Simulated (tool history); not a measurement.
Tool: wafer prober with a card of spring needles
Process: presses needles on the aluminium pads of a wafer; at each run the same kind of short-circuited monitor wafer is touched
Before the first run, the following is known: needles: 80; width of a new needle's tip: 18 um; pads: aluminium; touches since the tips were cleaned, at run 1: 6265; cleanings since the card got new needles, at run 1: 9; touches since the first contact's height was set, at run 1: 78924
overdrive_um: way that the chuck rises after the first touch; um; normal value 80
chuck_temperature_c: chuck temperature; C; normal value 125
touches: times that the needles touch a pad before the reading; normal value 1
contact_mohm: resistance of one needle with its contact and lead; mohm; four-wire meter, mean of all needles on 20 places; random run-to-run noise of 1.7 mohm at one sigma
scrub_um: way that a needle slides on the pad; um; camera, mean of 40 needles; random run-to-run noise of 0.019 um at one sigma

| run | hour | overdrive_um | chuck_temperature_c | touches | touches since the tips were cleaned | cleanings since the card got new needles | touches since the first contact's height was set | contact_mohm | scrub_um |
|---|---|---|---|---|---|---|---|---|---|
| 1 | 0.0 | 80 | 125 | 1 | 6265 | 9 | 78924 | 213 | 21.37 |
|  | 3.3 | tips cleaned on abrasive film |
| 2 | 7.4 | 80 | 125 | 1 | 1232 | 10 | 81128 | 186 | 21.35 |
| 3 | 17.5 | 80 | 125 | 1 | 4253 | 10 | 84149 | 207 | 21.38 |
|  | 27.8 | tips cleaned on abrasive film |
| 4 | 30.3 | 80 | 36 | 1 | 750 | 11 | 87968 | 172 | 21.34 |
| 5 | 42.8 | 67 | 125 | 1 | 4521 | 11 | 91739 | 223 | 17.87 |
| 6 | 50.5 | 67 | 125 | 1 | 6824 | 11 | 94042 | 231 | 17.85 |
|  | 52.3 | tips cleaned on abrasive film |
| 7 | 63.1 | 61 | 125 | 1 | 3274 | 12 | 97810 | 222 | 16.24 |
| 8 | 72.5 | 61 | 125 | 1 | 6078 | 12 | 100614 | 240 | 16.23 |
|  | 76.0 | tips cleaned on abrasive film |
| 9 | 80.0 | 90 | 125 | 1 | 1187 | 13 | 102833 | 182 | 23.96 |
| 10 | 88.1 | 80 | 28 | 1 | 3639 | 13 | 105285 | 190 | 21.35 |
| 11 | 94.5 | 80 | 28 | 1 | 5564 | 13 | 107210 | 201 | 21.33 |
|  | 99.9 | tips cleaned on abrasive film |
| 12 | 105.3 | 80 | 28 | 1 | 1623 | 14 | 110416 | 180 | 21.31 |
| 13 | 111.0 | 80 | 125 | 1 | 3340 | 14 | 112133 | 203 | 21.31 |
| 14 | 116.8 | 80 | 125 | 1 | 5081 | 14 | 113874 | 204 | 21.29 |
|  | 123.7 | tips cleaned on abrasive film |
| 15 | 124.7 | 80 | 125 | 1 | 308 | 15 | 116219 | 178 | 21.29 |
| 16 | 130.2 | 80 | 125 | 1 | 1959 | 15 | 117870 | 196 | 21.26 |
| 17 | 137.5 | 80 | 125 | 1 | 4154 | 15 | 120065 | 206 | 21.26 |
|  | 147.7 | tips cleaned on abrasive film |
| 18 | 150.4 | 80 | 125 | 1 | 799 | 16 | 123904 | 184 | 21.28 |
| 19 | 163.3 | 80 | 125 | 1 | 4680 | 16 | 127785 | 209 | 21.29 |
|  | 171.8 | tips cleaned on abrasive film |
| 20 | 175.6 | 74 | 125 | 1 | 1124 | 17 | 131441 | 188 | 19.64 |
| 21 | 188.1 | 80 | 125 | 2 | 4874 | 17 | 135191 | 193 | 21.31 |
| 22 | 195.1 | 80 | 125 | 2 | 6981 | 17 | 137298 | 200 | 21.24 |
|  | 196.4 | tips cleaned on abrasive film |
| 23 | 203.4 | 65 | 73 | 1 | 2113 | 18 | 139768 | 197 | 17.26 |
| 24 | 211.1 | 65 | 73 | 3 | 4427 | 18 | 142082 | 186 | 17.24 |
| 25 | 219.2 | 80 | 93 | 1 | 6879 | 18 | 144534 | 216 | 21.28 |
|  | 220.5 | tips cleaned on abrasive film |
| 26 | 229.2 | 80 | 82 | 1 | 2641 | 19 | 147509 | 195 | 21.26 |
| 27 | 237.6 | 65 | 27 | 3 | 5156 | 19 | 150024 | 179 | 17.22 |
|  | 244.4 | tips cleaned on abrasive film |
| 28 | 246.0 | 65 | 27 | 3 | 474 | 20 | 152503 | 163 | 17.21 |
| 29 | 253.8 | 99 | 74 | 3 | 2831 | 20 | 154860 | 171 | 26.31 |
| 30 | 263.4 | 84 | 89 | 2 | 5703 | 20 | 157732 | 189 | 22.32 |
|  | 268.1 | tips cleaned on abrasive film |
| 31 | 269.0 | 90 | 78 | 1 | 275 | 21 | 159402 | 167 | 23.95 |
| 32 | 280.7 | 80 | 83 | 1 | 3791 | 21 | 162918 | 196 | 21.25 |
| 33 | 286.1 | 87 | 82 | 2 | 5392 | 21 | 164519 | 187 | 23.10 |
|  | 292.5 | tips cleaned on abrasive film |
| 34 | 295.4 | 87 | 82 | 2 | 861 | 22 | 167300 | 173 | 23.10 |

The same runs without the tool's hidden state, with the same run-to-run variation:
Hidden state at play: debris on the tips, nm; way that the needles fall short of the set height, um; tips' diameter, um; drift of the gauge itself on contact_mohm, %; drift of the gauge itself on scrub_um, %.
| run | contact_mohm | scrub_um |
|---|---|---|
| 1 | 173 | 21.46 |
| 2 | 173 | 21.45 |
| 3 | 175 | 21.48 |
| 4 | 161 | 21.46 |
| 5 | 178 | 17.99 |
| 6 | 175 | 17.96 |
| 7 | 178 | 16.36 |
| 8 | 176 | 16.36 |
| 9 | 170 | 24.10 |
| 10 | 156 | 21.49 |
| 11 | 157 | 21.47 |
| 12 | 159 | 21.46 |
| 13 | 175 | 21.46 |
| 14 | 169 | 21.44 |
| 15 | 170 | 21.45 |
| 16 | 174 | 21.42 |
| 17 | 173 | 21.42 |
| 18 | 174 | 21.45 |
| 19 | 175 | 21.46 |
| 20 | 174 | 19.83 |
| 21 | 172 | 21.49 |
| 22 | 175 | 21.43 |
| 23 | 163 | 17.45 |
| 24 | 166 | 17.43 |
| 25 | 171 | 21.47 |
| 26 | 168 | 21.46 |
| 27 | 157 | 17.42 |
| 28 | 158 | 17.43 |
| 29 | 165 | 26.53 |
| 30 | 166 | 22.54 |
| 31 | 163 | 24.17 |
| 32 | 165 | 21.48 |
| 33 | 167 | 23.33 |
| 34 | 166 | 23.33 |
